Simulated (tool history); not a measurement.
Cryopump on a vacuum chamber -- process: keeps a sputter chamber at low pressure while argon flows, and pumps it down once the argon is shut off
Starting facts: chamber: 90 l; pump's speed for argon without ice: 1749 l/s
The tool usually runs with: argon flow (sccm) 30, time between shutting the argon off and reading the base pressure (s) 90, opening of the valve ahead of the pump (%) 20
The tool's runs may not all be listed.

| run | hour | argon flow (sccm) | time between shutting the argon off and reading the base pressure (s) | opening of the valve ahead of the pump (%) | pressure while argon flows (Pa) | pressure after the wait (uPa) |
|---|---|---|---|---|---|---|
| 1 | 0 | 30 | 90 | 20 | 0.146 | 0.51 |
| 2 | 18.6 | 30 | 90 | 20 | 0.1455 | 0.51 |
| 3 | 39.6 | 30 | 90 | 20 | 0.1467 | 0.55 |
| 4 | 55.4 | 30 | 38 | 20 | 0.1445 | 0.86 |
| 5 | 65.5 | 30 | 38 | 20 | 0.1461 | 0.94 |
| 6 | 76.3 | 30 | 38 | 20 | 0.146 | 0.94 |
| 7 | 97.6 | 30 | 38 | 20 | 0.1461 | 0.9 |
| 8 | 118.7 | 30 | 38 | 20 | 0.1488 | 0.95 |
| 9 | 137.3 | 30 | 38 | 20 | 0.1468 | 1 |
| 10 | 147.6 | 30 | 38 | 20 | 0.1473 | 0.94 |
| 11 | 158.1 | 30 | 90 | 20 | 0.1468 | 0.69 |
| 12 | 177.9 | 30 | 90 | 20 | 0.1472 | 0.71 |
| 13 | 191.8 | 29 | 90 | 20 | 0.1422 | 0.66 |
| 14 | 212.2 | 29 | 90 | 20 | 0.143 | 0.73 |
| 15 | 221.9 | 29 | 90 | 20 | 0.1419 | 0.69 |
| 16 | 232.4 | 30 | 90 | 20 | 0.1475 | 0.74 |
| 17 | 250.2 | 30 | 90 | 52 | 0.0582 | 0.75 |
| 18 | 266.5 | 60 | 57 | 18 | 0.3276 | 0.95 |
| 19 | 278 | 50 | 279 | 25 | 0.1991 | 0.62 |
| 20 | 298.6 | 50 | 279 | 56 | 0.0903 | 0.59 |
| 21 | 311.2 | 19 | 21 | 56 | 0.0344 | 1.58 |
| 22 | 322.1 | 14 | 114 | 24 | 0.0577 | 0.75 |
| 23 | 338 | 16 | 69 | 36 | 0.0443 | 0.9 |
| 24 | 353.8 | 30 | 24 | 20 | 0.1482 | 1.45 |
| 25 | 374.3 | 30 | 24 | 20 | 0.1482 | 1.48 |
| 26 | 388.4 | 30 | 120 | 54 | 0.0577 | 0.84 |
| 27 | 402 | 34 | 44 | 16 | 0.2092 | 1.11 |
| 28 | 419.8 | 13 | 132 | 32 | 0.0412 | 0.85 |

Run 29 comes next. What will it give?
| 29 | 432.1 | 25 | 110 | 35 | ? | ? |

{"run 29": {"pressure while argon flows (Pa)": 0.073, "pressure after the wait (uPa)": 0.86}}
With no hidden state in the tool, this same run would have given pressure while argon flows (Pa) 0.0698, pressure after the wait (uPa) 0.37.
